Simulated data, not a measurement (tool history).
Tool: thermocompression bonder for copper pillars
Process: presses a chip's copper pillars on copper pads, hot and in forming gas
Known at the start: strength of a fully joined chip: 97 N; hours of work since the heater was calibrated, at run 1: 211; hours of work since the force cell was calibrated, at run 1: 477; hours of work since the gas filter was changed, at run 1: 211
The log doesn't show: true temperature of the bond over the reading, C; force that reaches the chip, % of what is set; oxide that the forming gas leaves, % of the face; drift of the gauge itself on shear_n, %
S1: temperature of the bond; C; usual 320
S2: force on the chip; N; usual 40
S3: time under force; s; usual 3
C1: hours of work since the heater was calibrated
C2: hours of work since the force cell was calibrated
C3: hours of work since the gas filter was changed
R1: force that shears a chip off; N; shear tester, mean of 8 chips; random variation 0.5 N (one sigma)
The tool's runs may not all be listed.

{"run": 1, "hour": 0.0, "S1": 320, "S2": 40, "S3": 3, "C1": 211, "C2": 477, "C3": 211, "R1": 40.6}
{"run": 2, "hour": 49.6, "S1": 320, "S2": 40, "S3": 3, "C1": 243, "C2": 509, "C3": 243, "R1": 40.5}
{"run": 3, "hour": 104.0, "S1": 320, "S2": 40, "S3": 3, "C1": 278, "C2": 544, "C3": 278, "R1": 39.8}
{"run": 4, "hour": 154.9, "S1": 320, "S2": 40, "S3": 6, "C1": 311, "C2": 577, "C3": 311, "R1": 50}
{"hour": 185.5, "done": "forming gas filter changed"}
{"run": 5, "hour": 190.2, "S1": 320, "S2": 40, "S3": 6, "C1": 333, "C2": 599, "C3": 3, "R1": 55.4}
{"run": 6, "hour": 239.5, "S1": 320, "S2": 40, "S3": 6, "C1": 365, "C2": 631, "C3": 35, "R1": 54.4}
{"run": 7, "hour": 283.8, "S1": 320, "S2": 40, "S3": 3, "C1": 393, "C2": 659, "C3": 63, "R1": 43.4}
{"run": 8, "hour": 337.4, "S1": 320, "S2": 40, "S3": 9, "C1": 428, "C2": 694, "C3": 98, "R1": 60.6}
{"run": 9, "hour": 369.7, "S1": 304, "S2": 40, "S3": 3, "C1": 449, "C2": 715, "C3": 119, "R1": 35.4}
{"run": 10, "hour": 411.6, "S1": 304, "S2": 40, "S3": 3, "C1": 476, "C2": 742, "C3": 146, "R1": 35.5}
{"hour": 417.8, "done": "heater calibrated with a thermocouple chip"}
{"run": 11, "hour": 452.9, "S1": 304, "S2": 40, "S3": 3, "C1": 23, "C2": 767, "C3": 171, "R1": 35.9}
{"run": 12, "hour": 476.8, "S1": 320, "S2": 40, "S3": 9, "C1": 38, "C2": 783, "C3": 186, "R1": 61.1}
{"run": 13, "hour": 503.9, "S1": 320, "S2": 40, "S3": 7, "C1": 55, "C2": 800, "C3": 204, "R1": 55.6}
{"run": 14, "hour": 551.1, "S1": 320, "S2": 40, "S3": 7, "C1": 86, "C2": 830, "C3": 234, "R1": 55.7}
{"run": 15, "hour": 584.1, "S1": 347, "S2": 40, "S3": 7, "C1": 107, "C2": 852, "C3": 255, "R1": 68}
{"hour": 622.0, "done": "heater calibrated with a thermocouple chip, once more"}
{"run": 16, "hour": 624.5, "S1": 320, "S2": 48, "S3": 3, "C1": 2, "C2": 876, "C3": 280, "R1": 45.9}
{"run": 17, "hour": 647.3, "S1": 320, "S2": 40, "S3": 3, "C1": 16, "C2": 891, "C3": 295, "R1": 39.5}
{"run": 18, "hour": 692.4, "S1": 320, "S2": 40, "S3": 3, "C1": 45, "C2": 920, "C3": 324, "R1": 39.5}
{"hour": 702.9, "done": "forming gas filter changed"}
{"run": 19, "hour": 731.9, "S1": 320, "S2": 40, "S3": 3, "C1": 71, "C2": 945, "C3": 19, "R1": 43.3}
{"run": 20, "hour": 755.1, "S1": 320, "S2": 40, "S3": 3, "C1": 85, "C2": 960, "C3": 34, "R1": 42.4}
{"run": 21, "hour": 779.4, "S1": 320, "S2": 40, "S3": 3, "C1": 101, "C2": 976, "C3": 49, "R1": 42.4}
{"run": 22, "hour": 831.1, "S1": 320, "S2": 59, "S3": 8, "C1": 134, "C2": 1009, "C3": 83, "R1": 74.2}
{"run": 23, "hour": 875.4, "S1": 320, "S2": 39, "S3": 2, "C1": 163, "C2": 1038, "C3": 111, "R1": 36.1}
{"run": 24, "hour": 912.4, "S1": 344, "S2": 40, "S3": 9, "C1": 187, "C2": 1062, "C3": 135, "R1": 71.6}
{"run": 25, "hour": 967.4, "S1": 344, "S2": 40, "S3": 9, "C1": 222, "C2": 1097, "C3": 170, "R1": 70.3}
{"run": 26, "hour": 1007.7, "S1": 344, "S2": 42, "S3": 9, "C1": 248, "C2": 1123, "C3": 196, "R1": 72.1}
{"run": 27, "hour": 1049.8, "S1": 316, "S2": 54, "S3": 2, "C1": 275, "C2": 1150, "C3": 224, "R1": 43.2}
{"run": 28, "hour": 1074.2, "S1": 297, "S2": 52, "S3": 6, "C1": 291, "C2": 1166, "C3": 239, "R1": 51.6}
{"run": 29, "hour": 1109.6, "S1": 319, "S2": 30, "S3": 2, "C1": 314, "C2": 1189, "C3": 262, "R1": 28.1}
{"run": 30, "hour": 1153.9, "S1": 319, "S2": 30, "S3": 2, "C1": 342, "C2": 1217, "C3": 291, "R1": 27.7}
{"run": 31, "hour": 1196.8, "S1": 319, "S2": 30, "S3": 2, "C1": 370, "C2": 1245, "C3": 318, "R1": 28.1}
{"hour": 1215.3, "done": "forming gas filter changed"}
{"run": 32, "hour": 1250.6, "S1": 319, "S2": 35, "S3": 7, "C1": 404, "C2": 1279, "C3": 23, "R1": 54.2}
{"run": 33, "hour": 1278.0, "S1": 304, "S2": 29, "S3": 3, "C1": 422, "C2": 1297, "C3": 40, "R1": 28.2}
{"run": 34, "hour": 1306.4, "S1": 304, "S2": 29, "S3": 3, "C1": 440, "C2": 1315, "C3": 59, "R1": 28.4}
{"run": 35, "hour": 1354.7, "S1": 292, "S2": 37, "S3": 3, "C1": 471, "C2": 1346, "C3": 90, "R1": 30.3}
{"run": 36, "hour": 1407.4, "S1": 322, "S2": 37, "S3": 3, "C1": 505, "C2": 1380, "C3": 124, "R1": 43.1}

Hidden state or all else? Some run-to-run changes of R1, split into what the settings, what came in and random variation would give without the hidden state, and what is left for the hidden state (with any gauge scatter that isn't in both results):
Run 4 -> 5: forming gas filter changed. R1 +5.4 N: hidden state +4.3, all else +1.1.
Run 18 -> 19: forming gas filter changed. R1 +3.8 N: hidden state +3.6, all else +0.2.
Run 21 -> 22: S2 40 -> 59, S3 3 -> 8. R1 +31.8 N: hidden state -0.7, all else +32.5.
Run 22 -> 23: S2 59 -> 39, S3 8 -> 2. R1 -38.1 N: hidden state +0.3, all else -38.4.
Run 23 -> 24: S1 320 -> 344, S2 39 -> 40, S3 2 -> 9. R1 +35.5 N: hidden state -0.9, all else +36.4.
Run 31 -> 32: S2 30 -> 35, S3 2 -> 7, forming gas filter changed. R1 +26.1 N: hidden state +4.1, all else +22.
